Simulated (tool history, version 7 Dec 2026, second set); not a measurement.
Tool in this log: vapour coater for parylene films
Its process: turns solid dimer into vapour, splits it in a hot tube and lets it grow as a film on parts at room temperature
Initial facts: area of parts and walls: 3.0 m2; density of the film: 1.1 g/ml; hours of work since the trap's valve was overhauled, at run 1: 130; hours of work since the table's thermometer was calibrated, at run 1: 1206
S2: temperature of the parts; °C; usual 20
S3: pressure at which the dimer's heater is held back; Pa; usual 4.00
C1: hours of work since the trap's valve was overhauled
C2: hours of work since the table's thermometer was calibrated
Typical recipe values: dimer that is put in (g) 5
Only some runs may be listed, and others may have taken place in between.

Run 1, hour 0.0: usual settings; C1 130; C2 1206. Result: thickness of the film (um) 1.11.
Run 2, hour 40.4: usual settings but dimer that is put in (g) 3; C1 160; C2 1236. Result: thickness of the film (um) 0.67.
Run 3, hour 64.4: usual settings but dimer that is put in (g) 3; C1 177; C2 1254. Result: thickness of the film (um) 0.70.
Run 4, hour 93.2: usual settings but dimer that is put in (g) 3, S3 3.56 Pa; C1 199; C2 1275. Result: thickness of the film (um) 0.67.
Run 5, hour 135.5: usual settings; C1 230; C2 1306. Result: thickness of the film (um) 1.06.
Run 6, hour 156.2: usual settings; C1 245; C2 1322. Result: thickness of the film (um) 1.06.
Run 7, hour 195.7: usual settings but dimer that is put in (g) 3; C1 274; C2 1351. Result: thickness of the film (um) 0.65.
Run 8, hour 225.9: usual settings but dimer that is put in (g) 3; C1 297; C2 1373. Result: thickness of the film (um) 0.65.
Run 9, hour 260.9: usual settings; C1 322; C2 1399. Result: thickness of the film (um) 1.07.
Run 10, hour 288.7: usual settings; C1 343; C2 1420. Result: thickness of the film (um) 1.03.
Run 11, hour 331.8: usual settings; C1 375; C2 1451. Result: thickness of the film (um) 1.03.
Run 12, hour 376.7: usual settings but S3 2.52 Pa; C1 408; C2 1485. Result: thickness of the film (um) 1.13.
At hour 381.1: table's thermometer calibrated.
Run 13, hour 418.0: usual settings but dimer that is put in (g) 7, S2 13 °C; C1 438; C2 27. Result: thickness of the film (um) 1.85.
Run 14, hour 445.6: usual settings but dimer that is put in (g) 7, S2 13 °C; C1 458; C2 48. Result: thickness of the film (um) 1.87.
Run 15, hour 470.5: usual settings but dimer that is put in (g) 3, S2 30 °C, S3 4.47 Pa; C1 476; C2 66. Result: thickness of the film (um) 0.36.
Run 16, hour 515.1: usual settings but dimer that is put in (g) 3, S2 30 °C, S3 4.47 Pa; C1 509; C2 99. Result: thickness of the film (um) 0.37.
Run 17, hour 537.6: usual settings but dimer that is put in (g) 3, S2 31 °C, S3 4.47 Pa; C1 526; C2 116. Result: thickness of the film (um) 0.35.
Run 18, hour 585.6: usual settings but dimer that is put in (g) 8; C1 561; C2 151. Result: thickness of the film (um) 1.51.
Run 19, hour 607.7: usual settings but dimer that is put in (g) 7, S2 16 °C, S3 2.34 Pa; C1 578; C2 167. Result: thickness of the film (um) 1.77.
Run 20, hour 636.3: usual settings but dimer that is put in (g) 7, S2 16 °C, S3 2.34 Pa; C1 599; C2 188. Result: thickness of the film (um) 1.77.
At hour 641.3: table's thermometer calibrated, once more.
Run 21, hour 678.7: usual settings but dimer that is put in (g) 7, S3 3.21 Pa; C1 629; C2 28. Result: thickness of the film (um) 1.49.
At hour 696.0: trap's valve overhauled.
Run 22, hour 702.9: usual settings but dimer that is put in (g) 8, S3 3.18 Pa; C1 5; C2 43. Result: thickness of the film (um) 1.98.

Selected run-to-run steps in thickness of the film (um), each split into two signed amounts: the part the tool would show with no hidden state at all (from settings, incoming material and random variation), and the remainder, which goes to the hidden state together with any gauge scatter not common to the measured and the hidden-state-free results:
What the log doesn't record here: vapour lost through the trap's worn valve, %; true temperature of the parts over the reading, C; drift of the gauge itself on film_um, %.
Run 14 -> 15: dimer that is put in (g) 7 -> 3, S2 13 -> 30, S3 4.00 -> 4.47. thickness of the film (um) -1.51: hidden state +0.16, all else -1.67.
Run 17 -> 18: dimer that is put in (g) 3 -> 8, S2 31 -> 20, S3 4.47 -> 4.00. thickness of the film (um) +1.16: hidden state -0.29, all else +1.45.
Run 21 -> 22: dimer that is put in (g) 7 -> 8, S3 3.21 -> 3.18, trap's valve overhauled. thickness of the film (um) +0.49: hidden state +0.26, all else +0.23.
